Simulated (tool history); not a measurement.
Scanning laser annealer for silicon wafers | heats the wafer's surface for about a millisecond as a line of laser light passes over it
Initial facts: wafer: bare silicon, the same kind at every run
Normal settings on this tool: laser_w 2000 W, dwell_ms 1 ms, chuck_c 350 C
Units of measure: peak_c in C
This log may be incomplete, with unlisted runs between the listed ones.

{"run": 1, "hour": 0.0, "laser_w": 2000, "dwell_ms": 1, "chuck_c": 350, "peak_c": 1050}
{"run": 2, "hour": 11.7, "laser_w": 1817, "dwell_ms": 1, "chuck_c": 350, "peak_c": 972}
{"run": 3, "hour": 20.2, "laser_w": 1817, "dwell_ms": 1, "chuck_c": 350, "peak_c": 976}
{"run": 4, "hour": 37.6, "laser_w": 1817, "dwell_ms": 1, "chuck_c": 350, "peak_c": 973}
{"hour": 57.8, "done": "window over the wafer cleaned"}
{"run": 5, "hour": 58.8, "laser_w": 1817, "dwell_ms": 1, "chuck_c": 350, "peak_c": 989}
{"run": 6, "hour": 72.5, "laser_w": 1817, "dwell_ms": 1, "chuck_c": 350, "peak_c": 988}
{"run": 7, "hour": 86.4, "laser_w": 1817, "dwell_ms": 1, "chuck_c": 350, "peak_c": 988}
{"run": 8, "hour": 105.8, "laser_w": 1817, "dwell_ms": 1, "chuck_c": 350, "peak_c": 988}
{"run": 9, "hour": 114.8, "laser_w": 1817, "dwell_ms": 1, "chuck_c": 350, "peak_c": 984}
{"run": 10, "hour": 132.2, "laser_w": 2000, "dwell_ms": 1, "chuck_c": 367, "peak_c": 1083}
{"run": 11, "hour": 150.1, "laser_w": 2000, "dwell_ms": 1, "chuck_c": 367, "peak_c": 1081}
{"run": 12, "hour": 168.8, "laser_w": 2000, "dwell_ms": 1.18, "chuck_c": 350, "peak_c": 1116}
{"run": 13, "hour": 181.8, "laser_w": 2083, "dwell_ms": 1, "chuck_c": 350, "peak_c": 1099}
{"run": 14, "hour": 202.1, "laser_w": 2000, "dwell_ms": 0.7, "chuck_c": 350, "peak_c": 962}
{"run": 15, "hour": 216.0, "laser_w": 2000, "dwell_ms": 0.7, "chuck_c": 350, "peak_c": 957}
{"run": 16, "hour": 225.2, "laser_w": 2000, "dwell_ms": 0.7, "chuck_c": 350, "peak_c": 958}
{"run": 17, "hour": 245.5, "laser_w": 2000, "dwell_ms": 0.7, "chuck_c": 350, "peak_c": 958}
{"run": 18, "hour": 263.7, "laser_w": 2000, "dwell_ms": 0.7, "chuck_c": 350, "peak_c": 957}
{"run": 19, "hour": 282.3, "laser_w": 2000, "dwell_ms": 1, "chuck_c": 350, "peak_c": 1062}
{"run": 20, "hour": 298.8, "laser_w": 2000, "dwell_ms": 1, "chuck_c": 350, "peak_c": 1062}
{"run": 21, "hour": 307.8, "laser_w": 2116, "dwell_ms": 1.16, "chuck_c": 344, "peak_c": 1152}
{"run": 22, "hour": 327.8, "laser_w": 1979, "dwell_ms": 1.16, "chuck_c": 344, "peak_c": 1090}
{"hour": 341.2, "done": "optics aligned, line set to its width"}
{"run": 23, "hour": 352.1, "laser_w": 1707, "dwell_ms": 0.96, "chuck_c": 337, "peak_c": 921}
{"run": 24, "hour": 362.3, "laser_w": 2114, "dwell_ms": 1.08, "chuck_c": 365, "peak_c": 1165}
{"run": 25, "hour": 379.9, "laser_w": 2000, "dwell_ms": 0.77, "chuck_c": 313, "peak_c": 955}
{"run": 26, "hour": 389.0, "laser_w": 2000, "dwell_ms": 0.86, "chuck_c": 350, "peak_c": 1023}
{"run": 27, "hour": 398.3, "laser_w": 2000, "dwell_ms": 0.86, "chuck_c": 350, "peak_c": 1027}
{"run": 28, "hour": 418.5, "laser_w": 2000, "dwell_ms": 0.86, "chuck_c": 350, "peak_c": 1024}
{"run": 29, "hour": 434.7, "laser_w": 2000, "dwell_ms": 0.86, "chuck_c": 365, "peak_c": 1039}
{"run": 30, "hour": 445.9, "laser_w": 1850, "dwell_ms": 1.25, "chuck_c": 368, "peak_c": 1090}
{"run": 31, "hour": 461.5, "laser_w": 2000, "dwell_ms": 0.73, "chuck_c": 350, "peak_c": 975}
{"run": 32, "hour": 471.3, "laser_w": 2000, "dwell_ms": 0.73, "chuck_c": 350, "peak_c": 975}
{"run": 33, "hour": 490.6, "laser_w": 2000, "dwell_ms": 0.73, "chuck_c": 350, "peak_c": 975}
{"run": 34, "hour": 505.1, "laser_w": 2074, "dwell_ms": 0.98, "chuck_c": 310, "peak_c": 1055}
{"run": 35, "hour": 515.5, "laser_w": 2137, "dwell_ms": 0.87, "chuck_c": 376, "peak_c": 1107}
{"run": 36, "hour": 531.9, "laser_w": 1889, "dwell_ms": 0.91, "chuck_c": 336, "peak_c": 975}
{"run": 37, "hour": 540.6, "laser_w": 1889, "dwell_ms": 0.91, "chuck_c": 363, "peak_c": 1006}
{"run": 38, "hour": 553.1, "laser_w": 2196, "dwell_ms": 1.08, "chuck_c": 387, "peak_c": 1218}
{"run": 39, "hour": 568.0, "laser_w": 1844, "dwell_ms": 0.85, "chuck_c": 350, "peak_c": 953}
{"run": 40, "hour": 579.0, "laser_w": 1844, "dwell_ms": 0.85, "chuck_c": 350, "peak_c": 955}

Forecast each of these 5 alternatives for the next run:
{"run": "A", "hour": 597.9, "laser_w": 2130, "dwell_ms": 1.19, "chuck_c": 350, "peak_c": "?"}
{"run": "B", "hour": 597.9, "laser_w": 2018, "dwell_ms": 0.85, "chuck_c": 350, "peak_c": "?"}
{"run": "C", "hour": 597.9, "laser_w": 1989, "dwell_ms": 0.99, "chuck_c": 371, "peak_c": "?"}
{"run": "D", "hour": 597.9, "laser_w": 1955, "dwell_ms": 1, "chuck_c": 350, "peak_c": "?"}
{"run": "E", "hour": 597.9, "laser_w": 1978, "dwell_ms": 1, "chuck_c": 336, "peak_c": "?"}

run=A peak_c=1183
run=B peak_c=1027
run=C peak_c=1077
run=D peak_c=1046
run=E peak_c=1040
The same runs, with their run-to-run variation unchanged, on a tool lacking any hidden condition would have given:
run=A peak_c=1202
run=B peak_c=1043
run=C peak_c=1093
run=D peak_c=1062
run=E peak_c=1057
